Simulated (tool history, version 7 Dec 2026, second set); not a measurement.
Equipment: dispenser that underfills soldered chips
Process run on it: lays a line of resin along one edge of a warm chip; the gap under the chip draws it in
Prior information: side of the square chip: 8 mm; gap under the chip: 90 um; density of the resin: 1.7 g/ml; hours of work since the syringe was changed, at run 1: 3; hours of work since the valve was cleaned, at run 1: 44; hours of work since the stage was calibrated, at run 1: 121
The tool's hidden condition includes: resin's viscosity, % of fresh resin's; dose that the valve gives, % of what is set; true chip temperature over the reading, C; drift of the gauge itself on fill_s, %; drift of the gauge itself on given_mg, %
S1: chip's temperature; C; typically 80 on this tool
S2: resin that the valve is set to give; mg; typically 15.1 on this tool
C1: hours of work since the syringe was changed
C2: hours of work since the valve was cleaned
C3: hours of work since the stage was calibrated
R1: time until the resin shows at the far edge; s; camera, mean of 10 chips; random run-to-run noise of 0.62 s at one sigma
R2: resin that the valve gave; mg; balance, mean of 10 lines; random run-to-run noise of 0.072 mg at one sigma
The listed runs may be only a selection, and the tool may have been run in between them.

{"run": 1, "hour": 0.0, "S1": 80, "S2": 15.1, "C1": 3, "C2": 44, "C3": 121, "R1": 63.2, "R2": 14.75}
{"run": 2, "hour": 6.5, "S1": 80, "S2": 15.1, "C1": 8, "C2": 49, "C3": 126, "R1": 88.4, "R2": 14.6}
{"hour": 12.6, "done": "new syringe of resin"}
{"run": 3, "hour": 12.6, "S1": 80, "S2": 18.3, "C1": 0, "C2": 53, "C3": 130, "R1": 50.6, "R2": 17.67}
{"run": 4, "hour": 21.5, "S1": 80, "S2": 18.3, "C1": 6, "C2": 60, "C3": 137, "R1": 80.3, "R2": 17.5}
{"hour": 27.0, "done": "dispensing valve cleaned and set on the balance"}
{"hour": 30.6, "done": "new syringe of resin"}
{"run": 5, "hour": 31.4, "S1": 80, "S2": 18.3, "C1": 1, "C2": 3, "C3": 143, "R1": 53.1, "R2": 18.48}
{"run": 6, "hour": 38.0, "S1": 80, "S2": 15.1, "C1": 5, "C2": 8, "C3": 148, "R1": 75, "R2": 15.02}
{"hour": 47.4, "done": "new syringe of resin"}
{"run": 7, "hour": 47.4, "S1": 80, "S2": 15.1, "C1": 0, "C2": 14, "C3": 155, "R1": 51.6, "R2": 14.85}
{"run": 8, "hour": 54.9, "S1": 80, "S2": 15.1, "C1": 5, "C2": 20, "C3": 160, "R1": 75.3, "R2": 14.78}
{"hour": 64.5, "done": "new syringe of resin"}
{"run": 9, "hour": 64.9, "S1": 80, "S2": 15.1, "C1": 0, "C2": 27, "C3": 167, "R1": 53.6, "R2": 14.79}
{"run": 10, "hour": 70.4, "S1": 80, "S2": 15.1, "C1": 4, "C2": 31, "C3": 171, "R1": 69.2, "R2": 14.65}
{"run": 11, "hour": 75.1, "S1": 80, "S2": 15.1, "C1": 8, "C2": 34, "C3": 175, "R1": 89.6, "R2": 14.72}
{"hour": 81.5, "done": "new syringe of resin"}
{"run": 12, "hour": 81.5, "S1": 80, "S2": 15.1, "C1": 0, "C2": 39, "C3": 179, "R1": 52.7, "R2": 14.59}
{"run": 13, "hour": 86.7, "S1": 80, "S2": 14.8, "C1": 4, "C2": 43, "C3": 183, "R1": 67.4, "R2": 14.3}
{"run": 14, "hour": 95.2, "S1": 80, "S2": 14.8, "C1": 10, "C2": 49, "C3": 189, "R1": 102.4, "R2": 14.35}
{"hour": 98.6, "done": "new syringe of resin"}
{"run": 15, "hour": 102.9, "S1": 80, "S2": 14.8, "C1": 3, "C2": 54, "C3": 194, "R1": 66.4, "R2": 14.19}

Run 16 is up next; what results do you expect?
{"run": 16, "hour": 107.9, "S1": 80, "S2": 14.8, "C1": 7, "C2": 58, "C3": 198, "R1": "?", "R2": "?"}

R1: 83.9 s
R2: 14.17 mg
Had the tool carried no hidden state, the very same run would have given R1 54.3 s, R2 14.79 mg.
